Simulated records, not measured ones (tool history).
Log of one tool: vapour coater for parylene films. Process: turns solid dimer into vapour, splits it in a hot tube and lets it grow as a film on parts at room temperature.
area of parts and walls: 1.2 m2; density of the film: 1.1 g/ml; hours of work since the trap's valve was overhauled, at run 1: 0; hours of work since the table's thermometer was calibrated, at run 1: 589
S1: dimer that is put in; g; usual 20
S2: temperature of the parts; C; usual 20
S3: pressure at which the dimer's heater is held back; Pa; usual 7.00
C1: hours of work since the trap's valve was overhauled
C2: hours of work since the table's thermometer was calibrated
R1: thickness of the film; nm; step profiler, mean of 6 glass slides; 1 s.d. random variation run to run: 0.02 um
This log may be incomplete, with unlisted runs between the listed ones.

run,hour,S1,S2,S3,C1,C2,R1
1,0.0,20,20,7.00,0,589,8070
2,29.1,15,20,7.00,13,602,6080
3,51.4,15,20,7.00,22,611,6060
4,72.1,20,15,7.00,31,620,10150
5,107.9,20,15,7.00,46,636,10110
6,146.6,20,20,4.34,63,652,8380
7,169.4,20,20,4.34,73,662,8340
8,190.4,20,20,7.00,82,671,8070
9,211.1,20,20,7.00,91,680,8050
10,233.6,20,20,7.00,101,690,8070
11,265.0,28,20,7.00,114,703,11320
12,298.9,20,20,6.48,129,718,8100
13,316.9,20,13,6.48,136,726,11150
14,333.0,20,22,7.00,143,733,7360
15,357.7,20,22,7.00,154,743,7370
16,386.3,20,22,7.00,166,756,7350
17,418.8,20,22,7.00,180,770,7360
18,444.0,20,22,7.00,191,780,7330
19,464.6,20,20,2.61,200,789,8620
20,496.7,20,20,2.61,214,803,8600
21,519.8,20,20,2.61,224,813,8640
22,549.2,20,20,3.42,236,826,8440
23,581.3,20,12,3.42,250,839,12140
24,608.3,20,20,7.00,262,851,8040
25,646.5,9,28,2.56,278,868,2680
26,685.2,9,17,6.03,295,884,4200
27,709.3,9,28,3.09,305,895,2650
28,735.0,24,20,10.39,316,906,9350
29,772.4,24,20,10.39,332,922,9340
30,792.7,8,20,5.95,341,930,3230
31,824.2,8,20,5.95,355,944,3230
32,847.9,25,15,7.87,365,954,12380
33,872.6,30,14,2.03,375,965,17180
34,904.3,15,14,2.85,389,978,8390
35,935.2,18,21,7.00,402,992,6890
36,962.7,18,21,7.00,414,1004,6860
37,982.3,23,17,9.52,423,1012,10300
38,1002.5,18,22,3.15,431,1021,6960
39,1035.3,20,24,6.06,445,1035,6710
40,1059.7,9,31,7.00,456,1045,2170
41,1079.6,22,20,2.35,465,1054,9470
42,1098.4,10,31,8.87,473,1062,2370
43,1133.8,10,31,8.87,488,1077,2370
44,1170.9,10,31,8.87,504,1093,2370
45,1188.8,30,24,6.31,512,1101,10060
46,1209.9,24,17,9.98,521,1110,10740
47,1241.1,9,19,7.35,534,1123,3730

Measured result minus the same run's result without the hidden state. Both carry the same run-to-run variation, though not necessarily the same gauge scatter:
Hidden state present: vapour lost through the trap's worn valve, %; true temperature of the parts over the reading, C; drift of the gauge itself on film_um, %.
run,R1
1,+50
2,+40
3,+30
4,+50
5,+50
6,+30
7,+30
8,+30
9,+30
10,+30
11,+40
12,+20
13,+20
14,+10
15,+10
16,+10
17,+0
18,+0
19,+0
20,+0
21,+0
22,+0
23,-20
24,-10
25,-10
26,-10
27,-10
28,-40
29,-30
30,-10
31,-20
32,-60
33,-90
34,-50
35,-50
36,-40
37,-70
38,-50
39,-50
40,-10
41,-80
42,-20
43,-20
44,-30
45,-110
46,-120
47,-40
